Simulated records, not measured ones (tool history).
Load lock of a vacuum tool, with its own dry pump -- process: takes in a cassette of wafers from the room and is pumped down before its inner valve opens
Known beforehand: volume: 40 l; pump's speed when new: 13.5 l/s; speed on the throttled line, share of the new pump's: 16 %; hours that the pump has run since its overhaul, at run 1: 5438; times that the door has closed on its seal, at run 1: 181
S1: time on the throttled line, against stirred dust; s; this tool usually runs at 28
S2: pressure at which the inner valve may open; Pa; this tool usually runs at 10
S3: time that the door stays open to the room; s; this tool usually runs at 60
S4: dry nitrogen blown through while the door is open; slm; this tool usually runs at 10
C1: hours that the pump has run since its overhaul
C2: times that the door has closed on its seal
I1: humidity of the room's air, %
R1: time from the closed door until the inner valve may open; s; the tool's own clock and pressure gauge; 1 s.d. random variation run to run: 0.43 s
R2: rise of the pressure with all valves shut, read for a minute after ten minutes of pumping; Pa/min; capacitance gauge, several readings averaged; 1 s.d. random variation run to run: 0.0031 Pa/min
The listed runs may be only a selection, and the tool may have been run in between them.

Run 1, day 0.000: usual settings; C1 5438; C2 181; I1 45.8. Result: R1 50.5 s, R2 0.061 Pa/min.
Run 2, day 9.958: usual settings; C1 5677; C2 1030; I1 43.5. Result: R1 51.1 s, R2 0.052 Pa/min.
Run 3, day 18.062: usual settings; C1 5871; C2 1721; I1 42.4. Result: R1 50.7 s, R2 0.058 Pa/min.
Run 4, day 28.917: usual settings but S4 17 slm; C1 6132; C2 2646; I1 44.8. Result: R1 51.3 s, R2 0.050 Pa/min.
Run 5, day 36.488: usual settings; C1 6314; C2 3291; I1 40.3. Result: R1 50.9 s, R2 0.057 Pa/min.
Run 6, day 47.404: usual settings; C1 6576; C2 4222; I1 43.4. Result: R1 51.1 s, R2 0.053 Pa/min.
Run 7, day 56.808: usual settings but S1 41 s; C1 6801; C2 5023; I1 45.6. Result: R1 61.2 s, R2 0.060 Pa/min.
Run 8, day 64.608: usual settings but S1 41 s; C1 6989; C2 5689; I1 47.6. Result: R1 61.5 s, R2 0.067 Pa/min.
Run 9, day 79.654: usual settings but S3 110 s; C1 7350; C2 6971; I1 42.0. Result: R1 51.2 s, R2 0.077 Pa/min.
Run 10, day 88.838: usual settings but S1 25 s, S3 116 s; C1 7570; C2 7754; I1 44.5. Result: R1 48.7 s, R2 0.081 Pa/min.
Run 11, day 98.250: usual settings but S1 25 s, S3 116 s; C1 7796; C2 8556; I1 45.4. Result: R1 48.2 s, R2 0.076 Pa/min.
Run 12, day 112.604: usual settings but S1 22 s, S3 127 s; C1 8140; C2 9779; I1 46.3. Result: R1 45.0 s, R2 0.089 Pa/min.
Run 13, day 125.008: usual settings but S1 30 s, S3 88 s; C1 8438; C2 10837; I1 43.3. Result: R1 53.0 s, R2 0.069 Pa/min.
Run 14, day 135.596: usual settings but S1 25 s, S2 8 Pa, S3 89 s, S4 14 slm; C1 8692; C2 11739; I1 42.3. Result: R1 49.6 s, R2 0.063 Pa/min.

Branching from run 14: 3 alternative next runs. What would each branch give?
Run A, day 142.908: usual settings but S1 51 s, S2 12 Pa; C1 8868; C2 12362; I1 44.8. Result: R1 ?, R2 ?.
Run B, day 142.908: usual settings but S1 14 s, S2 15 Pa, S3 89 s, S4 17 slm; C1 8868; C2 12362; I1 45.4. Result: R1 ?, R2 ?.
Run C, day 142.908: usual settings but S1 22 s, S2 8 Pa, S3 163 s, S4 18 slm; C1 8868; C2 12362; I1 44.6. Result: R1 ?, R2 ?.

run    R1     R2
  A  69.1  0.063
  B  38.3  0.058
  C  46.4  0.078
With the hidden condition removed and each run's random variation left untouched, the same runs would have given:
run    R1     R2
  A  69.1  0.062
  B  38.3  0.057
  C  46.4  0.077
